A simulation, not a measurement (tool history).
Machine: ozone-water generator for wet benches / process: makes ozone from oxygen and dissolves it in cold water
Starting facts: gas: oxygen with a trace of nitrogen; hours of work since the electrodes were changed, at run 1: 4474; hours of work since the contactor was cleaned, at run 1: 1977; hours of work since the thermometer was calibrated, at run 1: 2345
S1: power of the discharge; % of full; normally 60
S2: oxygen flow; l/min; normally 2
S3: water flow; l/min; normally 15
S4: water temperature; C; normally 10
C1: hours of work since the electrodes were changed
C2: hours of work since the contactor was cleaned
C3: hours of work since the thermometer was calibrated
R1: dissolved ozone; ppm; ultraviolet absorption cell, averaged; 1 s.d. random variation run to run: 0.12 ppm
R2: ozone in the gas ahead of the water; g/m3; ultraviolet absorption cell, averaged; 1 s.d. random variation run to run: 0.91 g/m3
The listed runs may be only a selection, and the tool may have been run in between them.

run    hour   S1    S2  S3  S4    C1    C2    C3    R1     R2
  1       0   60     2  15  10  4474  1977  2345    10  133.3
  2   127.7   44     2  15  10  4573  2076  2445   7.9  106.1
  3   249.5   60     2  15  15  4667  2171  2539   9.5  133.4
  4   433.6   60     2  15   7  4810  2314  2682  10.3  131.6
  5   629.9   60     2  15   7  4963  2466  2834   9.9  131.9
  6   797.1   60     2  15   7  5092  2596  2964   9.9  130.5
      914.5  -- contactor cleaned
  7   922.5   60  1.34  15  10  5187     6  3058   8.5  149.9
  8  1113.2   60     2  15  10  5335   154  3207   9.9  129.3
  9  1321.2   60     2  15  10  5496   316  3368    10  130.6
 10  1485.1   76     2  15  10  5623   443  3495  11.4  153.5
 11  1653.4   76     2  15  10  5754   574  3626  11.5    151
 12  1773.5   76     2  15  10  5847   667  3719  11.4  151.5
 13  1926.6   60     2  15  10  5966   786  3838   9.6  125.7
     1938.8  -- water thermometer calibrated
 14  2120.3   60  1.59  15  10  6116   936   141   8.5  137.1
 15  2285.5   60  1.59  15  10  6244  1064   269   8.8  136.2
 16  2449.7   60     2  15  15  6372  1192   397   9.1  126.4
 17  2566.9   60     2  15  15  6463  1282   488   8.8  124.1
 18  2661.3   60     2  15  17  6536  1356   561   8.9  124.6
 19  2758.8   60     2  15  17  6612  1431   637     9  124.2
 20  2859.5   68  1.17  22   6  6690  1510   715   4.9  162.4
 21  2985.1   93     2  15  10  6788  1607   812  12.6  166.2
     3205.1  -- water thermometer calibrated, once more
 22  3205.1   60     2  15  18  6958  1778     0   8.7  123.4
 23  3316.1   60  3.53  15   6  7044  1864    86    12  100.2
 24  3485.6   60  3.53  15   6  7176  1995   218  12.1  100.1
 25  3647.2   85  2.46  15  16  7301  2121   343  11.9  143.9
 26  3791.6   85  2.46  15  16  7413  2233   455    12  143.8
 27  4002.7   85  2.46  17  11  7577  2397   619  10.9  140.8
 28  4222.1   43  1.68   9   8  7748  2567   790  11.6  102.4
     4381.6  -- contactor cleaned
 29  4409.2   43  1.68   9   8  7890    21   932  11.9   99.9
 30  4595.8   43  1.68   9   8  8035   166  1077  11.7   99.7
 31  4747.6   57  1.98  24  11  8152   284  1194     5  114.9
     4901.3  -- electrodes of the discharge changed
 32  4962.4   57  1.23  23  11    47   446  1356   5.3  171.6
 33  5128.3   57  2.15  23  11   176   575  1485   6.8  141.9
 34  5288.1  100     2  14  11   300   699  1609  18.9  234.5

Below are 3 alternative next runs, each starting from the tool's condition after run 34. Predict each:
  A  5446.7   60   2  15   5  423  822  1732   ?   ?
  B  5446.7  100   2  14  11  423  822  1732   ?   ?
  C  5446.7   60   2  23  10  423  822  1732   ?   ?

run    R1     R2
  A    12  149.4
  B  19.3  233.1
  C   6.8  150.5
With the hidden condition removed and each run's random variation left untouched, the same runs would have given:
run    R1     R2
  A  12.3  151.9
  B    20  238.9
  C     7  152.9

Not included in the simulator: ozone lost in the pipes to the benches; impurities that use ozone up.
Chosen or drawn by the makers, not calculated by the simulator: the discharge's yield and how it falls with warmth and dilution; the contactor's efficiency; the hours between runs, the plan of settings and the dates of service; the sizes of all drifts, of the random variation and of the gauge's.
